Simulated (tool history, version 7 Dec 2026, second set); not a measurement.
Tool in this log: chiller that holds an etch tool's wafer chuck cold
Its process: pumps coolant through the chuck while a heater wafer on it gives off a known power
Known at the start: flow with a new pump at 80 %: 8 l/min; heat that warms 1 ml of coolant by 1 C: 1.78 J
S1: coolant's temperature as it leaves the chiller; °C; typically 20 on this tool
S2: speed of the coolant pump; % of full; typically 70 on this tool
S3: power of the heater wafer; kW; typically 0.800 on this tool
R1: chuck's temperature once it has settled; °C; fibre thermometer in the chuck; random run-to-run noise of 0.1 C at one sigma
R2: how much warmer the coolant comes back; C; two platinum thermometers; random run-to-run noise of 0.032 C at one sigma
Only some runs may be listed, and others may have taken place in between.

Run 1, hour 0.0: usual settings. Result: R1 29.4 °C, R2 3.92 C.
Run 2, hour 66.2: usual settings but S1 15 °C. Result: R1 24.5 °C, R2 3.91 C.
Run 3, hour 135.5: usual settings but S1 15 °C. Result: R1 24.6 °C, R2 4.00 C.
Run 4, hour 216.9: usual settings but S1 15 °C. Result: R1 24.3 °C, R2 3.95 C.
Run 5, hour 307.8: usual settings. Result: R1 29.3 °C, R2 3.97 C.
Run 6, hour 360.7: usual settings. Result: R1 29.4 °C, R2 4.01 C.
Run 7, hour 413.8: usual settings but S2 77 % of full. Result: R1 28.6 °C, R2 3.59 C.
Run 8, hour 450.7: usual settings but S2 77 % of full, S3 1.058 kW. Result: R1 32.1 °C, R2 4.77 C.
Run 9, hour 519.6: usual settings but S2 77 % of full, S3 1.058 kW. Result: R1 32.0 °C, R2 4.86 C.
Run 10, hour 566.1: usual settings but S2 73 % of full. Result: R1 30.0 °C, R2 3.83 C.
Run 11, hour 638.0: usual settings but S2 66 % of full. Result: R1 30.8 °C, R2 4.24 C.
Run 12, hour 714.0: usual settings. Result: R1 30.5 °C, R2 3.99 C.
Run 13, hour 764.7: usual settings. Result: R1 30.5 °C, R2 4.05 C.
Run 14, hour 815.9: usual settings but S2 72 % of full. Result: R1 28.2 °C, R2 3.91 C.
Run 15, hour 899.9: usual settings. Result: R1 28.5 °C, R2 3.98 C.
Run 16, hour 959.4: usual settings. Result: R1 28.5 °C, R2 4.03 C.
Run 17, hour 1038.2: usual settings but S1 12 °C, S2 69 % of full, S3 0.831 kW. Result: R1 20.8 °C, R2 4.27 C.
Run 18, hour 1124.3: usual settings but S2 82 % of full, S3 0.441 kW. Result: R1 24.2 °C, R2 1.88 C.
Run 19, hour 1185.3: usual settings but S1 25 °C, S3 0.519 kW. Result: R1 30.5 °C, R2 2.68 C.
Run 20, hour 1267.7: usual settings but S1 15 °C, S2 76 % of full. Result: R1 23.1 °C, R2 3.79 C.
Run 21, hour 1318.5: usual settings but S1 17 °C, S2 76 % of full, S3 1.128 kW. Result: R1 28.6 °C, R2 5.31 C.
Run 22, hour 1391.1: usual settings but S2 85 % of full, S3 0.467 kW. Result: R1 24.4 °C, R2 1.90 C.
Run 23, hour 1449.6: usual settings but S1 26 °C, S2 91 % of full, S3 0.862 kW. Result: R1 33.9 °C, R2 3.46 C.
Run 24, hour 1516.7: usual settings but S1 26 °C, S2 94 % of full, S3 0.712 kW. Result: R1 32.4 °C, R2 2.72 C.
Run 25, hour 1566.9: usual settings but S1 26 °C, S2 89 % of full, S3 0.405 kW. Result: R1 29.6 °C, R2 1.66 C.
Run 26, hour 1657.3: usual settings but S1 23 °C, S2 89 % of full, S3 0.573 kW. Result: R1 28.2 °C, R2 2.33 C.
Run 27, hour 1726.1: usual settings but S1 23 °C, S2 85 % of full, S3 0.464 kW. Result: R1 27.3 °C, R2 1.97 C.
Run 28, hour 1770.1: usual settings. Result: R1 28.6 °C, R2 4.05 C.
Run 29, hour 1810.5: usual settings but S1 14 °C, S3 0.550 kW. Result: R1 20.0 °C, R2 2.84 C.
Run 30, hour 1858.5: usual settings but S1 15 °C, S2 74 % of full, S3 0.694 kW. Result: R1 22.3 °C, R2 3.41 C.
Run 31, hour 1910.3: usual settings but S1 28 °C, S3 0.765 kW. Result: R1 36.3 °C, R2 3.90 C.

Missing from the log above: 3 entries noted between runs. For each, name the pair of listed runs it sits between and say how the tool's hidden condition differs from the listed run just before to the listed run just after:
After run 3, before run 4: chiller's thermometer calibrated (hour 142.0)
  heat passed by the chuck's channels, % of clean ones': 77.2 -> 76.8; flow at a given pump speed, % of a new pump's: 97.4 -> 97.2; coolant's true temperature over the reading, C: -0.56 -> -0.87
  the result without the hidden state subtracted from the measured one, R1: +1.4 -> +1.1 °C; R2: +0.10 -> +0.11 C
After run 9, before run 10: chiller's thermometer calibrated, once more (hour 562.2)
  heat passed by the chuck's channels, % of clean ones': 75.6 -> 75.4; flow at a given pump speed, % of a new pump's: 96.4 -> 96.3; coolant's true temperature over the reading, C: -0.91 -> -0.01
  the result without the hidden state subtracted from the measured one, R1: +1.8 -> +2.1 °C; R2: +0.17 -> +0.14 C
After run 13, before run 14: coolant changed, channels flushed (hour 777.4)
  heat passed by the chuck's channels, % of clean ones': 74.5 -> 99.4; flow at a given pump speed, % of a new pump's: 95.8 -> 95.7; coolant's true temperature over the reading, C: -0.04 -> -0.05
  the result without the hidden state subtracted from the measured one, R1: +2.2 -> +0.3 °C; R2: +0.17 -> +0.17 C
